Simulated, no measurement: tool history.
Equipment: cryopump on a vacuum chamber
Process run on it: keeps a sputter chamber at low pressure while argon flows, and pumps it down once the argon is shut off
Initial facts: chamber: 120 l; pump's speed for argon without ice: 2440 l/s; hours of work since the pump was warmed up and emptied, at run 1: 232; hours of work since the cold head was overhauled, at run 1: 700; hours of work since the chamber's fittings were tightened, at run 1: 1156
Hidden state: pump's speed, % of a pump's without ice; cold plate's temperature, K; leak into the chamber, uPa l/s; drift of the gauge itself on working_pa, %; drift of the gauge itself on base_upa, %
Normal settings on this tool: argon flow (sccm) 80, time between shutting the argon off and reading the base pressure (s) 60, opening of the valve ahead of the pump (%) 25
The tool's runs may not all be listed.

run   hour  argon flow (sccm)  time between shutting the argon off and reading the base pressure (s)  opening of the valve ahead of the pump (%)  hours of work since the pump was warmed up and emptied  hours of work since the cold head was overhauled  hours of work since the chamber's fittings were tightened  pressure while argon flows (Pa)  pressure after the wait (uPa)
  1      0                 80                                                                     60                                          25                                                     232                                               700                                                       1156                           0.2331                           1.52
  2   15.2                 80                                                                     60                                          59                                                     243                                               711                                                       1166                            0.104                           1.55
  3     35                 80                                                                     60                                          59                                                     257                                               725                                                       1180                            0.106                           1.51
  4   66.9                 80                                                                     60                                          59                                                     279                                               748                                                       1203                           0.1055                           1.56
  5   96.9                 80                                                                     60                                          59                                                     300                                               769                                                       1224                           0.1072                            1.6
  6    122                 80                                                                    103                                          25                                                     318                                               786                                                       1242                           0.2364                           1.29
  7  150.4                 45                                                                     23                                          25                                                     338                                               806                                                       1262                           0.1332                           2.61
  8  173.6                 56                                                                     34                                          21                                                     355                                               823                                                       1278                           0.1965                           2.13
  9  208.5                 56                                                                     34                                          21                                                     379                                               847                                                       1303                           0.1965                           2.17
 10    240                 80                                                                     60                                          32                                                     401                                               870                                                       1325                           0.1923                           1.67

Run 11 is up next; what results do you expect?
 11  260.4                 80                                                                     60                                          32                                                     416                                               884                                                       1339                                ?                              ?

Run 11 measured pressure while argon flows (Pa) 0.1933, pressure after the wait (uPa) 1.73.
Without the tool's hidden state the same run would have given pressure while argon flows (Pa) 0.1731, pressure after the wait (uPa) 0.77.

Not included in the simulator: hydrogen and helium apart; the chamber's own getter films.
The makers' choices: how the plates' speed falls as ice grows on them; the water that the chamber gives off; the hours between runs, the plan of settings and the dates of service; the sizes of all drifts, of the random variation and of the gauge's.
